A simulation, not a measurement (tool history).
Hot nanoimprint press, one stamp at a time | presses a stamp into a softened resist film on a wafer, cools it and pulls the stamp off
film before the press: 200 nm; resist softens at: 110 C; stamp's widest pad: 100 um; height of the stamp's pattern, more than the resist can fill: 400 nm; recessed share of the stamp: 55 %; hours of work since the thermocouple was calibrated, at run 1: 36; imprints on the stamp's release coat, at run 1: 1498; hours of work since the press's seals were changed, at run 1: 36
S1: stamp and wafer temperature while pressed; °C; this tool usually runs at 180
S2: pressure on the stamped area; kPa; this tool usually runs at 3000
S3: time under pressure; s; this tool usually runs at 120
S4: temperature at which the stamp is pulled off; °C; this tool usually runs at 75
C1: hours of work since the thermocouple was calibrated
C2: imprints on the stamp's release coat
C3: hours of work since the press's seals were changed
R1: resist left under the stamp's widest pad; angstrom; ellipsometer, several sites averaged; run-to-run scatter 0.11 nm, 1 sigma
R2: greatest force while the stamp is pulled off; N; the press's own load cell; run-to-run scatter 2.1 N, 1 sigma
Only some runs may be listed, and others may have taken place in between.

run	hour	S1	S2	S3	S4	C1	C2	C3	R1	R2
1	0	180	3000	120	75	36	1498	36	872	212
# hour 9.8: stamp cleaned and given a new release coat
2	16.3	180	3000	120	75	41	10	41	872	170
3	28.9	180	3000	206	75	46	30	46	718	171
4	41.5	180	3000	206	75	52	50	52	717	175
5	49.8	180	3000	120	75	56	63	56	873	172
6	57.6	180	3000	120	75	60	75	60	871	179
7	64	180	3000	120	73	63	85	63	871	185
8	79.2	180	3000	120	75	70	109	70	870	174
9	87.6	180	2630	120	75	74	123	74	930	178
10	99.1	180	2630	120	75	79	141	79	929	180
11	114.1	180	2630	120	75	86	165	86	929	178
12	125.6	180	2630	120	75	92	183	92	932	179
13	133.4	180	2630	120	75	95	195	95	930	181
14	143.1	180	2630	120	75	100	210	100	929	183
# hour 147.2: plate thermocouple calibrated
15	159.8	180	2630	120	75	6	232	106	929	180
16	169.6	174	4450	192	77	10	247	111	791	170
17	177.4	173	3560	147	65	14	260	114	1025	212
18	183.8	178	1840	149	80	17	270	117	1115	160
# hour 187.6: plate thermocouple calibrated, once more
19	198.2	169	1840	175	80	5	288	123	1501	161
20	206.2	180	1960	209	75	9	301	126	893	180
21	216.3	180	1960	209	75	13	317	131	894	181
22	229.2	174	3060	109	66	19	337	137	1157	218
23	242.5	174	3060	109	66	26	358	143	1158	217
24	255.7	170	2400	132	71	32	379	149	1414	201
25	265.2	191	3900	95	72	36	394	154	507	194
26	279.1	182	3590	95	72	43	416	160	784	194
27	292.4	175	3590	95	79	49	437	166	1070	172
28	299.6	180	2320	120	75	52	448	170	988	186
29	312	180	2320	120	75	58	468	176	987	188
30	325	180	2320	120	75	64	488	182	989	188

3 options for the next run, each taken on its own from the tool as it stands now. Forecast them:
A	331.5	189	2320	120	75	67	499	185	?	?
B	331.5	179	2900	77	75	67	499	185	?	?
C	331.5	180	2110	120	75	67	499	185	?	?

run	R1	R2
A	672	183
B	1067	184
C	1035	186
Stripped of hidden state, with their random variation kept, the same runs would have yielded:
run	R1	R2
A	675	172
B	1072	173
C	1042	174

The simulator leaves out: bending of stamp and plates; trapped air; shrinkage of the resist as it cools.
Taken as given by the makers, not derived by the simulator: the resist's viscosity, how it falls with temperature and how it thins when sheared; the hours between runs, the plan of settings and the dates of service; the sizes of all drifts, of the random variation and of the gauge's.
